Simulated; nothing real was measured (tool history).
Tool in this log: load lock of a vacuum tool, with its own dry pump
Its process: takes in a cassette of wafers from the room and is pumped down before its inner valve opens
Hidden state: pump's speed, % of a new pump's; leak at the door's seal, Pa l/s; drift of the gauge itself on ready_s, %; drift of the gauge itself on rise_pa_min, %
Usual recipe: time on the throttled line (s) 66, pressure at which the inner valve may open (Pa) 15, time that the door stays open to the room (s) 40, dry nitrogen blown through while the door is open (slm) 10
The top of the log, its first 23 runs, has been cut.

run	hour	time on the throttled line (s)	pressure at which the inner valve may open (Pa)	time that the door stays open to the room (s)	dry nitrogen blown through while the door is open (slm)	hours that the pump has run since its overhaul	times that the door has closed on its seal	incoming humidity of the room's air, %	time from the closed door until the inner valve may open (s)	rise of the pressure with all valves shut (Pa/min)
24	2417	66	15	53	10	4589	18020	45.7	115.7	0.171
25	2517.4	98	15	51	10	4689	18518	46.3	139.3	0.18
26	2659.7	98	15	37	6	4832	19225	45.4	137.3	0.185
27	2773.1	98	15	37	6	4945	19787	46	138.6	0.192
28	2865.9	66	17	188	10	5038	20248	44.9	113.8	0.225
29	2942	66	17	188	10	5114	20626	45.7	115.1	0.226
30	3027	66	28	41	9	5199	21048	48.9	110.5	0.214
31	3103.6	43	29	182	11	5275	21428	47	92.3	0.233
32	3246.6	43	29	182	11	5418	22137	43.6	92.6	0.25
33	3331.8	43	29	182	11	5504	22560	43.5	94	0.245
34	3459.6	105	15	117	14	5631	23194	45.1	143.7	0.258
35	3528.8	105	15	117	14	5701	23538	46.2	143.4	0.261
36	3613.8	116	15	117	14	5786	23960	46.3	150.8	0.256

Each row is a separate what-if for the run after 36, all from the same tool condition, not one after another. Results?
A	3718.8	70	15	57	22	5891	24481	46.2	?	?
B	3718.8	116	14	26	17	5891	24481	43.1	?	?
C	3718.8	116	15	117	25	5891	24481	45.9	?	?

run	time from the closed door until the inner valve may open (s)	rise of the pressure with all valves shut (Pa/min)
A	118.8	0.255
B	153.3	0.259
C	152.8	0.259
Without the tool's unlogged condition, the same runs would have read:
run	time from the closed door until the inner valve may open (s)	rise of the pressure with all valves shut (Pa/min)
A	113.4	0.01
B	149.1	0.009
C	148.8	0.011

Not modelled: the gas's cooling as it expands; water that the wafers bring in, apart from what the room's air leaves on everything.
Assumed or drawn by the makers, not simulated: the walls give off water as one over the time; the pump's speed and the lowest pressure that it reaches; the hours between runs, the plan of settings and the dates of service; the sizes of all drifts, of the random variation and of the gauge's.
